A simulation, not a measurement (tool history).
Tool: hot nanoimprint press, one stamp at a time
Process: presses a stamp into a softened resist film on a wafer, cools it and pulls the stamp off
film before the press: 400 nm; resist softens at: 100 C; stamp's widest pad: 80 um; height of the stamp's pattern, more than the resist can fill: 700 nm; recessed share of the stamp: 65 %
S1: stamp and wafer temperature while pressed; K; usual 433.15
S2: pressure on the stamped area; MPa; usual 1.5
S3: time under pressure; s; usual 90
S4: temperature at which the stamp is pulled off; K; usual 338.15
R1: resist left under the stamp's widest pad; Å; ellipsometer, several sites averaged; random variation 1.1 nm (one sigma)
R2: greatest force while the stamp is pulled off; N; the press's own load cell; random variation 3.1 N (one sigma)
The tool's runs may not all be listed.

{"run": 1, "hour": 0.0, "S1": 433.15, "S2": 1.5, "S3": 90, "S4": 338.15, "R1": 1688, "R2": 224}
{"run": 2, "hour": 7.1, "S1": 433.15, "S2": 1.5, "S3": 90, "S4": 339.15, "R1": 1705, "R2": 220}
{"run": 3, "hour": 12.2, "S1": 433.15, "S2": 1.5, "S3": 90, "S4": 339.15, "R1": 1691, "R2": 222}
{"run": 4, "hour": 22.9, "S1": 433.15, "S2": 1.5, "S3": 90, "S4": 339.15, "R1": 1694, "R2": 223}
{"run": 5, "hour": 30.8, "S1": 433.15, "S2": 1.5, "S3": 90, "S4": 339.15, "R1": 1683, "R2": 225}
{"run": 6, "hour": 36.5, "S1": 433.15, "S2": 1.5, "S3": 47, "S4": 338.15, "R1": 2176, "R2": 231}
{"run": 7, "hour": 41.5, "S1": 433.15, "S2": 1.88, "S3": 90, "S4": 338.15, "R1": 1543, "R2": 232}
{"run": 8, "hour": 47.3, "S1": 433.15, "S2": 1.88, "S3": 90, "S4": 338.15, "R1": 1535, "R2": 228}
{"run": 9, "hour": 52.6, "S1": 433.15, "S2": 1.88, "S3": 90, "S4": 338.15, "R1": 1536, "R2": 232}
{"run": 10, "hour": 59.4, "S1": 433.15, "S2": 1.88, "S3": 90, "S4": 338.15, "R1": 1535, "R2": 234}
{"hour": 62.9, "done": "plate thermocouple calibrated"}
{"run": 11, "hour": 67.7, "S1": 433.15, "S2": 0.95, "S3": 90, "S4": 338.15, "R1": 2054, "R2": 234}
{"run": 12, "hour": 73.8, "S1": 433.15, "S2": 1.63, "S3": 90, "S4": 341.15, "R1": 1659, "R2": 220}

Forecast run 13:
{"run": 13, "hour": 78.3, "S1": 433.15, "S2": 1.63, "S3": 90, "S4": 341.15, "R1": "?", "R2": "?"}

Run 13 gave R1 1632 Å, R2 216 N.
Without the tool's hidden state the same run would have given R1 1571 Å, R2 206 N.
